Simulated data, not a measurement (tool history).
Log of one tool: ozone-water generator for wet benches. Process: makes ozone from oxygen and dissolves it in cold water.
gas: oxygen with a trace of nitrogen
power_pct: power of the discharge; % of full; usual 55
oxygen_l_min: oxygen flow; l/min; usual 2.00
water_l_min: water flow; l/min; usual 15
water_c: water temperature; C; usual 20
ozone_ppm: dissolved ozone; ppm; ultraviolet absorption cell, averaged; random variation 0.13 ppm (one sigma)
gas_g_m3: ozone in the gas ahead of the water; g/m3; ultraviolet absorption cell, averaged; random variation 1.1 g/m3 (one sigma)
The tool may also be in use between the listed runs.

Run 1, day 0.000: usual settings. Result: ozone_ppm 13.5 ppm, gas_g_m3 192.5 g/m3.
Run 2, day 1.246: usual settings. Result: ozone_ppm 13.5 ppm, gas_g_m3 193.2 g/m3.
Run 3, day 2.671: usual settings. Result: ozone_ppm 13.4 ppm, gas_g_m3 192.5 g/m3.
Run 4, day 4.825: usual settings but water_c 17 C. Result: ozone_ppm 13.7 ppm, gas_g_m3 192.9 g/m3.
Run 5, day 6.071: usual settings but water_c 17 C. Result: ozone_ppm 13.8 ppm, gas_g_m3 192.1 g/m3.
Run 6, day 7.858: usual settings. Result: ozone_ppm 13.3 ppm, gas_g_m3 191.9 g/m3.
Run 7, day 9.717: usual settings but oxygen_l_min 1.89 l/min. Result: ozone_ppm 13.3 ppm, gas_g_m3 196.7 g/m3.
Run 8, day 11.812: usual settings but water_l_min 11 l/min. Result: ozone_ppm 17.7 ppm, gas_g_m3 192.7 g/m3.
Run 9, day 14.267: usual settings but water_l_min 11 l/min. Result: ozone_ppm 17.4 ppm, gas_g_m3 192.3 g/m3.
Run 10, day 16.408: usual settings but water_l_min 11 l/min. Result: ozone_ppm 17.1 ppm, gas_g_m3 192.6 g/m3.
Run 11, day 17.675: usual settings but water_l_min 11 l/min. Result: ozone_ppm 17.7 ppm, gas_g_m3 191.7 g/m3.
Run 12, day 18.942: usual settings but power_pct 93 % of full, water_l_min 19 l/min. Result: ozone_ppm 16.6 ppm, gas_g_m3 304.5 g/m3.
At day 20.988: contactor cleaned.
Run 13, day 21.471: usual settings but water_l_min 11 l/min. Result: ozone_ppm 18.5 ppm, gas_g_m3 191.5 g/m3.
Run 14, day 22.846: usual settings but water_l_min 11 l/min. Result: ozone_ppm 18.3 ppm, gas_g_m3 189.5 g/m3.
Run 15, day 24.533: usual settings but water_l_min 11 l/min. Result: ozone_ppm 18.7 ppm, gas_g_m3 190.3 g/m3.
Run 16, day 26.133: usual settings but water_l_min 11 l/min. Result: ozone_ppm 18.6 ppm, gas_g_m3 190.0 g/m3.
Run 17, day 28.092: usual settings but oxygen_l_min 1.93 l/min, water_l_min 11 l/min. Result: ozone_ppm 18.5 ppm, gas_g_m3 193.6 g/m3.
Run 18, day 29.308: usual settings but oxygen_l_min 2.55 l/min, water_l_min 19 l/min, water_c 12 C. Result: ozone_ppm 12.3 ppm, gas_g_m3 165.0 g/m3.
Run 19, day 31.788: usual settings but oxygen_l_min 2.74 l/min. Result: ozone_ppm 14.3 ppm, gas_g_m3 158.0 g/m3.
Run 20, day 32.812: usual settings but water_c 14 C. Result: ozone_ppm 14.8 ppm, gas_g_m3 189.9 g/m3.
Run 21, day 34.108: usual settings but water_c 18 C. Result: ozone_ppm 14.1 ppm, gas_g_m3 190.3 g/m3.
Run 22, day 35.688: usual settings but power_pct 64 % of full. Result: ozone_ppm 15.9 ppm, gas_g_m3 215.1 g/m3.

3 ways to go on from here, each from the tool as it stands after run 22. What would each give?
Run A, day 37.550: usual settings but power_pct 56 % of full, oxygen_l_min 1.70 l/min. Result: ozone_ppm ?, gas_g_m3 ?.
Run B, day 37.550: usual settings but power_pct 64 % of full, oxygen_l_min 2.05 l/min, water_l_min 9 l/min, water_c 22 C. Result: ozone_ppm ?, gas_g_m3 ?.
Run C, day 37.550: usual settings but power_pct 86 % of full, oxygen_l_min 2.32 l/min, water_c 19 C. Result: ozone_ppm ?, gas_g_m3 ?.

run  ozone_ppm  gas_g_m3
  A       14.0     212.2
  B       23.8     212.9
  C       21.2     257.0
Without the tool's hidden state the same runs would have given:
run  ozone_ppm  gas_g_m3
  A       14.9     224.3
  B       25.5     226.8
  C       23.2     278.9
